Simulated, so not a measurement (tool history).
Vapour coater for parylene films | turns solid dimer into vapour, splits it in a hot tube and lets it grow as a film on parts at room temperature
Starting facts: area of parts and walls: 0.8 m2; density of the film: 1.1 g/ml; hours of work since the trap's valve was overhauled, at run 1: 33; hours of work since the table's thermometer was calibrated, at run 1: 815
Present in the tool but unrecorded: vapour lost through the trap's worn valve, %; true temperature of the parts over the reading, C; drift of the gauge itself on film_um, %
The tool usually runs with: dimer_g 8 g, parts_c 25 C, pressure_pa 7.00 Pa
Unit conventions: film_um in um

| run | hour | dimer_g | parts_c | pressure_pa | hours of work since the trap's valve was overhauled | hours of work since the table's thermometer was calibrated | film_um |
|---|---|---|---|---|---|---|---|
| 1 | 0.0 | 8 | 25 | 7.00 | 33 | 815 | 4.74 |
| 2 | 42.0 | 6 | 25 | 7.00 | 55 | 837 | 3.53 |
| 3 | 85.5 | 8 | 25 | 4.69 | 78 | 860 | 4.87 |
| 4 | 127.4 | 8 | 25 | 4.69 | 101 | 883 | 4.77 |
| 5 | 182.2 | 8 | 25 | 9.24 | 130 | 912 | 4.54 |
| 6 | 232.6 | 8 | 25 | 9.24 | 157 | 939 | 4.53 |
| 7 | 271.1 | 8 | 25 | 9.24 | 178 | 960 | 4.47 |
| 8 | 319.6 | 8 | 25 | 9.10 | 204 | 985 | 4.57 |
| 9 | 361.5 | 8 | 25 | 9.10 | 226 | 1008 | 4.52 |
|  | 395.8 | table's thermometer calibrated |
| 10 | 408.4 | 5 | 28 | 7.00 | 250 | 7 | 2.64 |
| 11 | 448.8 | 6 | 21 | 4.10 | 272 | 28 | 4.28 |
|  | 478.7 | trap's valve overhauled |
| 12 | 488.9 | 6 | 21 | 4.10 | 5 | 48 | 4.34 |
| 13 | 537.1 | 5 | 35 | 3.15 | 31 | 73 | 2.26 |
| 14 | 576.4 | 5 | 35 | 3.15 | 52 | 94 | 2.32 |
| 15 | 636.9 | 5 | 35 | 3.15 | 85 | 127 | 2.27 |
| 16 | 683.7 | 5 | 35 | 3.15 | 110 | 152 | 2.30 |
| 17 | 724.2 | 5 | 35 | 3.15 | 131 | 174 | 2.22 |
| 18 | 764.1 | 9 | 25 | 4.72 | 153 | 195 | 5.59 |

Across each entry between runs, compare the hidden state at the last listed run before it with the hidden state at the first listed run after it:
Logged between run 9 and run 10: table's thermometer calibrated (hour 395.8)
  vapour lost through the trap's worn valve, %: 4.2 -> 4.6; true temperature of the parts over the reading, C: 0.44 -> -0.34
  measured result minus the result with no hidden state, film_um: -0.27 -> -0.10 um
Logged between run 11 and run 12: trap's valve overhauled (hour 478.7)
  vapour lost through the trap's worn valve, %: 5 -> 0.1; true temperature of the parts over the reading, C: -0.33 -> -0.32
  measured result minus the result with no hidden state, film_um: -0.17 -> +0.05 um
